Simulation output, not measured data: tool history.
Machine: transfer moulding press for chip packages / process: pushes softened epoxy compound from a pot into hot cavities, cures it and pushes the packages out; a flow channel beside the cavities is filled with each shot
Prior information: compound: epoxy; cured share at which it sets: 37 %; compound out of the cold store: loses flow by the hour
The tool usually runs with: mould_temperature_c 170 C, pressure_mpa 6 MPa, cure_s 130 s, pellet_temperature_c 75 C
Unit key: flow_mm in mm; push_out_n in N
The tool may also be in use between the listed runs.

run,hour,mould_temperature_c,pressure_mpa,cure_s,pellet_temperature_c,incoming compound's hours out of the cold store,flow_mm,push_out_n
1,0,170,6,130,75,36.5,741,466
2,16.2,170,6,130,75,39.9,725,444
3,29.4,170,6,130,75,40.2,721,457
4,42.9,170,6.4,130,75,33.9,762,445
5,57,170,6.4,130,75,46.4,724,451
6,69.4,170,6.4,130,75,43.5,736,454
# hour 77.1: cavities cleaned with cleaning compound and waxed
7,80,170,6,130,75,43.5,711,445
8,89.6,170,6,130,75,13.9,842,439
9,99.7,170,6,130,75,14.2,835,429
10,111.1,170,6,130,83,15.3,832,449
11,125.3,170,6,130,83,16.3,817,461
12,133,170,6,130,75,30.8,757,432
13,144.1,170,6,130,75,36.1,745,434
14,152,170,6,130,75,25.1,789,445
15,160.5,170,5.31,130,75,36.1,693,454
16,169.4,170,5.31,130,75,26.7,741,454
17,178.3,170,5.31,130,75,22.8,748,457
18,194.6,170,6,130,77,42,720,437
19,203.3,170,6,130,77,18.7,807,470
# hour 213.8: cavities cleaned with cleaning compound and waxed
20,217.1,162,7.02,130,82,41.5,807,587
21,233,162,7.02,130,82,37.1,835,579
22,249.2,167,6,130,74,32.4,759,499
23,263.1,170,6,112,72,41.9,711,483
24,280.3,165,6,130,65,43.6,727,491
25,290.3,170,6,139,66,21.2,789,421
26,303.6,170,5.05,139,66,44.7,643,439
27,317.6,170,5.05,139,66,38.7,673,445
28,328.3,170,5.05,128,71,43,646,459

Predict each of these 4 candidate next runs independently; none follows another, all start after run 28:
A,343.1,170,7.33,128,71,26.9,?,?
B,343.1,178,6,130,75,41.2,?,?
C,343.1,170,6,157,75,9.7,?,?
D,343.1,164,6,117,83,10.4,?,?

run,flow_mm,push_out_n
A,858,444
B,699,438
C,848,433
D,874,679
Take away the tool's hidden state, keep each run's random variation, and the runs would have read:
run,flow_mm,push_out_n
A,858,441
B,700,434
C,849,430
D,875,673

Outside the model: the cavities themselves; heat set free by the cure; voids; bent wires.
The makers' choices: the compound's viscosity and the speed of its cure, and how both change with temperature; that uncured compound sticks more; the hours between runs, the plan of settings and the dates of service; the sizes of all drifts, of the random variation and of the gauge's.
